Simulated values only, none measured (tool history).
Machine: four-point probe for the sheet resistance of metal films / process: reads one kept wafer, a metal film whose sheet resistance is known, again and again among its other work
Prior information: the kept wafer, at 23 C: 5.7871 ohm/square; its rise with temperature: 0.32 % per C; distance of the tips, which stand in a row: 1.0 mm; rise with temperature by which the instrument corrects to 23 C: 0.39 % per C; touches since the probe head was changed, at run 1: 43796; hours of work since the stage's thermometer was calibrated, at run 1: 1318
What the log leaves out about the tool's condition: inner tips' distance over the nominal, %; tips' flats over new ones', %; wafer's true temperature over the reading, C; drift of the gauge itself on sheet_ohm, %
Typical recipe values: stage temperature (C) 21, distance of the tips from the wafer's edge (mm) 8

run	day	stage temperature (C)	distance of the tips from the wafer's edge (mm)	touches since the probe head was changed	hours of work since the stage's thermometer was calibrated	sheet resistance as the instrument gives it (ohm/square)
1	0.000	21	8	43796	1318	5.859869
2	1.012	21	8	44933	1335	5.860825
3	1.875	21	8	45901	1349	5.860068
4	2.967	21	8	47124	1367	5.858950
5	3.962	21	8	48241	1384	5.859161
6	4.621	21	8	48979	1395	5.859351
7	5.288	31	8	49726	1406	5.812367

Forecast run 8:
8	6.267	31	8	50827	1422	?

sheet resistance as the instrument gives it (ohm/square): 5.814721
Had the tool carried no hidden state, the very same run would have given sheet resistance as the instrument gives it (ohm/square) 5.802095.
